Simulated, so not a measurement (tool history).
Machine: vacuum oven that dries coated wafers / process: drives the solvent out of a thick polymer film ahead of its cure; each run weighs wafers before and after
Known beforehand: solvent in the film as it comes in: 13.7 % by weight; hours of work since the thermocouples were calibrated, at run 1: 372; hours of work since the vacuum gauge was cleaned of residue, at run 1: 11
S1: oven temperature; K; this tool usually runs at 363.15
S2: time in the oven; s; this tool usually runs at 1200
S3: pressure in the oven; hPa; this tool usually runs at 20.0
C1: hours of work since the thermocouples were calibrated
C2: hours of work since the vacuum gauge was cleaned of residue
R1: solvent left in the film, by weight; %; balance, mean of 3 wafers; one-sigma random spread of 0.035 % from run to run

run     day      S1    S2    S3   C1   C2    R1
  1   0.000  363.15  1200  20.0  372   11  3.96
  2   2.804  363.15  1200  20.0  403   43  3.99
  3   4.112  363.15  1200  20.0  418   58  3.95
  4   6.850  363.15  1200  20.0  449   88  3.98
  5   8.575  363.15  1200  20.0  468  108  4.04
  6  10.500  363.15  1200  20.0  489  129  3.98
  7  12.733  376.15  1860  15.1  514  154  0.81
  8  14.558  376.15  1860  15.1  535  175  0.80
  9  17.388  369.15  1200  74.1  567  206  4.94
 10  20.092  369.15  1200  74.1  597  237  4.83
 11  23.142  369.15  1200  74.1  631  271  4.88
 12  25.958  369.15  1200  74.1  663  303  4.88

Below are 5 alternative next runs, each starting from the tool's condition after run 12. Predict each:
  A  27.992  369.15  2040  23.2  686  325   ?
  B  27.992  363.15  1200  19.3  686  325   ?
  C  27.992  367.15  1680  74.1  686  325   ?
  D  27.992  363.15  1320  20.0  686  325   ?
  E  27.992  349.15  1200  74.1  686  325   ?

run     R1
  A   1.65
  B   3.94
  C   4.55
  D   3.63
  E  10.01
With no hidden state in the tool, these same runs would have given:
run     R1
  A   1.70
  B   4.08
  C   4.69
  D   3.77
  E  10.17
